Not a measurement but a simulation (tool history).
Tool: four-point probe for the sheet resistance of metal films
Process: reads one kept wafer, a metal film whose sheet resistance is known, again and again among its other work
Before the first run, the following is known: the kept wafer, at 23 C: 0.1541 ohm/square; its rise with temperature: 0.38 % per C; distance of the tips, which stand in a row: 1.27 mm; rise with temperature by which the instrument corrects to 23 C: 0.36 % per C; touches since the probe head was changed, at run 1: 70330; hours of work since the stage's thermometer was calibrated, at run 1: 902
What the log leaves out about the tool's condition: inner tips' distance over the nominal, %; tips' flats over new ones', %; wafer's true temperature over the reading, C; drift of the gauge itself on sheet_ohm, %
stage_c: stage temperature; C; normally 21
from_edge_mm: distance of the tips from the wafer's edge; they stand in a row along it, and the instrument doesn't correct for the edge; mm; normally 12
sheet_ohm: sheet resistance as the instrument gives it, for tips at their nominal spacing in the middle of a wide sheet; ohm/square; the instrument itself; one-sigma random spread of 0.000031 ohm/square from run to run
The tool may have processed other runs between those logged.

run,hour,stage_c,from_edge_mm,touches since the probe head was changed,hours of work since the stage's thermometer was calibrated,sheet_ohm
1,0,21,12,70330,902,0.155793
2,128.2,21,12,74710,992,0.155785
3,236.8,31,12,78423,1069,0.156218
4,336.1,31,12,81814,1139,0.15621
5,461.8,31,12,86111,1227,0.156262
6,527.9,31,12,88369,1274,0.156297
7,667.1,21,12,93128,1372,0.156129
8,733.2,21,12,95387,1419,0.156165
9,874.4,29,12,100210,1518,0.156468
10,982,29,12,103889,1594,0.156477
# hour 1019.6: new probe head fitted
11,1070.1,21,19,1724,1655,0.154407
12,1186.3,19,71,5697,1737,0.154047
13,1263.7,21,19,8343,1792,0.1545
14,1394.1,21,19,12799,1884,0.154677
15,1465.5,21,16,15237,1934,0.154774
16,1527.2,21,16,17345,1978,0.154835
17,1630.9,21,16,20891,2051,0.154827
18,1734.6,20,8,24433,2124,0.156387
19,1824.4,22,5,27503,2187,0.159627
20,1884.2,34,10,29548,2230,0.156126

Here are 4 independent what-if runs from the current tool condition. What would each one return?
A,1952.8,24,10,31890,2278,?
B,1952.8,27,34,31890,2278,?
C,1952.8,27,73,31890,2278,?
D,1952.8,24,20,31890,2278,?

run,sheet_ohm
A,0.155916
B,0.154779
C,0.154678
D,0.154906
With no hidden state in the tool, these same runs would have given:
run,sheet_ohm
A,0.155459
B,0.154327
C,0.154226
D,0.154452

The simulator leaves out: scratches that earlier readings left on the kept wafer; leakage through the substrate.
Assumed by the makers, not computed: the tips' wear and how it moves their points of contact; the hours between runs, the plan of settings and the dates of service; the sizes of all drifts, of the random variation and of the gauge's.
